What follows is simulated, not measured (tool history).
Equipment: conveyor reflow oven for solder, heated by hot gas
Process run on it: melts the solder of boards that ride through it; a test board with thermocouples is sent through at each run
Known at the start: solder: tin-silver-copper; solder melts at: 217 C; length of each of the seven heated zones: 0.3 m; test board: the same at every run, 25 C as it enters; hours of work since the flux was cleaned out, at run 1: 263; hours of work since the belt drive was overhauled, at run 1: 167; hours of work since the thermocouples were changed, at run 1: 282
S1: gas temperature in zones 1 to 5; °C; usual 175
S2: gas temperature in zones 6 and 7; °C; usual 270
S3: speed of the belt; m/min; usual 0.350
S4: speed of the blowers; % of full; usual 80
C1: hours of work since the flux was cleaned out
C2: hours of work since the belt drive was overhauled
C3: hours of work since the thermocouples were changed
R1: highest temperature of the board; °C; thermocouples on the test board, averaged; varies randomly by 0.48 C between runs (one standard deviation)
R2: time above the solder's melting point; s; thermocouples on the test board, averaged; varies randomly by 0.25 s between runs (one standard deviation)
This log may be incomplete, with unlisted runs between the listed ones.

run 1 hour=0.0 | S1=175 S2=270 S3=0.350 S4=80 | C1=263 C2=167 C3=282 | R1=260.2 R2=86.6
run 2 hour=11.3 | S1=175 S2=270 S3=0.350 S4=80 | C1=271 C2=175 C3=290 | R1=259.9 R2=86.5
run 3 hour=26.7 | S1=175 S2=270 S3=0.350 S4=80 | C1=283 C2=187 C3=302 | R1=259.3 R2=86.2
run 4 hour=39.7 | S1=175 S2=270 S3=0.350 S4=80 | C1=292 C2=197 C3=312 | R1=259.5 R2=86.1
run 5 hour=55.2 | S1=175 S2=270 S3=0.350 S4=80 | C1=304 C2=208 C3=323 | R1=259.8 R2=86.2
run 6 hour=63.6 | S1=175 S2=270 S3=0.350 S4=80 | C1=310 C2=215 C3=330 | R1=259.3 R2=86.5
-- hour=69.9 flux residue cleaned out of gas plates and filters
run 7 hour=83.7 | S1=175 S2=281 S3=0.350 S4=80 | C1=10 C2=226 C3=341 | R1=269.4 R2=92.8
run 8 hour=91.6 | S1=175 S2=281 S3=0.350 S4=80 | C1=16 C2=232 C3=347 | R1=270.0 R2=92.2
run 9 hour=99.5 | S1=169 S2=259 S3=0.350 S4=71 | C1=22 C2=238 C3=353 | R1=247.6 R2=72.7
run 10 hour=108.2 | S1=172 S2=270 S3=0.350 S4=52 | C1=29 C2=245 C3=360 | R1=253.5 R2=79.3
run 11 hour=119.1 | S1=175 S2=270 S3=0.350 S4=57 | C1=37 C2=253 C3=368 | R1=255.4 R2=82.0
-- hour=137.8 flux residue cleaned out of gas plates and filters, once more
run 12 hour=137.8 | S1=160 S2=270 S3=0.350 S4=74 | C1=0 C2=263 C3=378 | R1=258.2 R2=79.0
run 13 hour=154.3 | S1=171 S2=260 S3=0.308 S4=80 | C1=12 C2=276 C3=391 | R1=252.2 R2=92.7
run 14 hour=170.4 | S1=175 S2=264 S3=0.350 S4=65 | C1=25 C2=288 C3=403 | R1=252.3 R2=80.2
run 15 hour=185.3 | S1=165 S2=280 S3=0.281 S4=65 | C1=36 C2=299 C3=414 | R1=270.7 R2=113.0

Branching from run 15: 4 alternative next runs. What would each branch give?
run A hour=199.2 | S1=165 S2=280 S3=0.281 S4=84 | C1=46 C2=309 C3=424 | R1=? R2=?
run B hour=199.2 | S1=172 S2=270 S3=0.350 S4=80 | C1=46 C2=309 C3=424 | R1=? R2=?
run C hour=199.2 | S1=175 S2=270 S3=0.364 S4=74 | C1=46 C2=309 C3=424 | R1=? R2=?
run D hour=199.2 | S1=163 S2=277 S3=0.324 S4=80 | C1=46 C2=309 C3=424 | R1=? R2=?

run=A R1=273.4 R2=114.9
run=B R1=259.8 R2=85.4
run=C R1=258.1 R2=81.5
run=D R1=267.0 R2=94.6
Take away the tool's hidden state, keep each run's random variation, and the runs would have read:
run=A R1=275.1 R2=115.1
run=B R1=261.5 R2=86.0
run=C R1=259.7 R2=82.1
run=D R1=268.7 R2=95.1
